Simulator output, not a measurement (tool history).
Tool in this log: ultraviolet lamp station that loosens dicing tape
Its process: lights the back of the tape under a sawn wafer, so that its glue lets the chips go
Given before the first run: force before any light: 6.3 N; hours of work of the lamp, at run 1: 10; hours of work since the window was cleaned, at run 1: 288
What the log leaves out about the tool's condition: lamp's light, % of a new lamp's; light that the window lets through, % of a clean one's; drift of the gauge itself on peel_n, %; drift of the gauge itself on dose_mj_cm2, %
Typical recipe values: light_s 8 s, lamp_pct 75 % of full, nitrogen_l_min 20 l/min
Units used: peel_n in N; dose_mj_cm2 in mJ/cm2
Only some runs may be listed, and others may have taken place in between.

| run | day | light_s | lamp_pct | nitrogen_l_min | hours of work of the lamp | hours of work since the window was cleaned | peel_n | dose_mj_cm2 |
|---|---|---|---|---|---|---|---|---|
| 1 | 0.000 | 8 | 75 | 20 | 10 | 288 | 0.439 | 481 |
| 2 | 0.417 | 8 | 84 | 20 | 17 | 295 | 0.360 | 543 |
| 3 | 1.117 | 8 | 84 | 20 | 28 | 307 | 0.367 | 543 |
| 4 | 1.858 | 8 | 84 | 20 | 41 | 319 | 0.366 | 541 |
| 5 | 2.583 | 8 | 84 | 20 | 53 | 331 | 0.375 | 541 |
| 6 | 3.408 | 8 | 61 | 20 | 67 | 345 | 0.642 | 385 |
| 7 | 4.121 | 5 | 75 | 20 | 79 | 357 | 1.018 | 300 |
| 8 | 4.654 | 5 | 75 | 20 | 88 | 366 | 1.036 | 298 |
| 9 | 5.204 | 5 | 75 | 20 | 97 | 375 | 1.020 | 296 |
| 10 | 5.696 | 5 | 75 | 20 | 105 | 383 | 1.031 | 299 |
| 11 | 6.438 | 8 | 63 | 20 | 117 | 395 | 0.626 | 396 |
| 12 | 6.892 | 8 | 64 | 20 | 125 | 403 | 0.612 | 399 |
| 13 | 7.300 | 8 | 85 | 20 | 132 | 410 | 0.376 | 536 |
| 14 | 8.200 | 8 | 85 | 20 | 147 | 425 | 0.374 | 532 |
| 15 | 8.858 | 8 | 85 | 20 | 158 | 436 | 0.382 | 536 |
| 16 | 9.796 | 8 | 75 | 23 | 173 | 452 | 0.433 | 468 |
| 17 | 10.462 | 6 | 93 | 10 | 185 | 463 | 0.852 | 433 |
| 18 | 11.050 | 6 | 63 | 10 | 194 | 473 | 1.620 | 294 |
| 19 | 11.492 | 16 | 75 | 20 | 202 | 480 | 0.224 | 922 |
| 20 | 12.233 | 16 | 75 | 20 | 214 | 492 | 0.215 | 927 |
| 21 | 13.025 | 7 | 67 | 29 | 227 | 506 | 0.579 | 362 |
| 22 | 13.958 | 7 | 76 | 29 | 243 | 521 | 0.477 | 411 |
| 23 | 14.488 | 7 | 76 | 29 | 252 | 530 | 0.508 | 410 |
| 24 | 15.421 | 16 | 98 | 9 | 268 | 546 | 0.228 | 1193 |
| 25 | 15.846 | 11 | 74 | 14 | 275 | 553 | 0.383 | 623 |
| 26 | 16.621 | 7 | 70 | 20 | 288 | 566 | 0.707 | 372 |
| 27 | 17.004 | 7 | 88 | 26 | 294 | 572 | 0.405 | 465 |
| 28 | 17.904 | 8 | 61 | 16 | 309 | 587 | 0.830 | 371 |
| 29 | 18.358 | 8 | 61 | 13 | 317 | 595 | 0.919 | 370 |
| 30 | 19.229 | 8 | 61 | 13 | 331 | 609 | 0.965 | 368 |
| 31 | 19.733 | 8 | 61 | 13 | 340 | 618 | 0.979 | 363 |
| 32 | 20.129 | 8 | 61 | 13 | 346 | 624 | 0.979 | 364 |

Some steps in peel_n between neighbouring runs. How much of each would the tool show without its hidden state too (settings, what came in, random variation), and how much is left for the hidden state, with any gauge scatter that isn't in both results?
Run 17 -> 18: lamp_pct 93 -> 63. peel_n +0.768 N: hidden state +0.057, all else +0.711.
Run 18 -> 19: light_s 6 -> 16, lamp_pct 63 -> 75, nitrogen_l_min 10 -> 20. peel_n -1.396 N: hidden state -0.158, all else -1.238.
Run 20 -> 21: light_s 16 -> 7, lamp_pct 75 -> 67, nitrogen_l_min 20 -> 29. peel_n +0.364 N: hidden state +0.081, all else +0.283.
Run 27 -> 28: light_s 7 -> 8, lamp_pct 88 -> 61, nitrogen_l_min 26 -> 16. peel_n +0.425 N: hidden state +0.079, all else +0.346.
